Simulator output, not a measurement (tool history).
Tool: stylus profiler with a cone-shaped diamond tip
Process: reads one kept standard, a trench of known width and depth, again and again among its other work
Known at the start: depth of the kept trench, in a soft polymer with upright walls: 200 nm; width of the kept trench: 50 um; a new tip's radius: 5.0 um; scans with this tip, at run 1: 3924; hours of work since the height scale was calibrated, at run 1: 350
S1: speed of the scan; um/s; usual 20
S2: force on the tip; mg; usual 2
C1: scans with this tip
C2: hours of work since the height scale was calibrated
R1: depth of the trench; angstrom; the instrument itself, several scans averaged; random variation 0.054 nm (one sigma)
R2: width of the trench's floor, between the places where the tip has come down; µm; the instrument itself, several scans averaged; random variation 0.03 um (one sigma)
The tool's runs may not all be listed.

run   hour  S1    S2    C1   C2      R1     R2
  1      0  20     2  3924  350  2026.1  46.18
  2   48.7  36     2  4258  380  2025.1  46.09
  3   96.4   6     2  4585  409  2025.2  46.14
  4  158.9   6     2  5015  448  2023.6     46
  5  194.7   5     2  5260  470  2024.9  45.95
  6  224.8   5     2  5467  488  2025.3  45.97
  7  267.6  20     2  5761  514  2025.1  45.82
  8  308.8  20     2  6044  539    2024  45.82
  9  343.6  20  3.89  6283  561  2038.8  45.74
 10  403.6  20     2  6694  598  2024.5  45.69
 11  431.2  20     2  6884  614  2024.8  45.65
 12    464  46  0.74  7109  635  2012.8  45.47
 13  491.6  48  4.01  7298  651  2039.4  45.57
 14  527.8  48  4.01  7547  674  2038.9  45.48
 15  570.5  48  4.01  7840  700  2038.9  45.38
 16  619.3  69  1.63  8175  730  2019.8  45.27
 17  658.6  16  0.76  8445  754  2010.9  45.34
 18  711.7  16  0.76  8809  786  2010.9  45.31
 19  741.9  16  0.76  9017  805  2011.5  45.22

5 ways to go on from here, each from the tool as it stands after run 19. What would each give?
  A  795.2   6   4.2  9382  837   ?   ?
  B  795.2  11  2.27  9382  837   ?   ?
  C  795.2   6  0.76  9382  837   ?   ?
  D  795.2  63  1.07  9382  837   ?   ?
  E  795.2  24  3.16  9382  837   ?   ?

run      R1     R2
  A  2038.5  45.23
  B  2025.4  45.29
  C  2010.9  45.22
  D  2014.8  45.04
  E  2031.5  45.18
Without the tool's hidden state the same runs would have given:
run      R1     R2
  A    2041  47.16
  B  2027.9  47.22
  C  2013.4  47.15
  D  2017.3  46.97
  E  2034.1  47.12
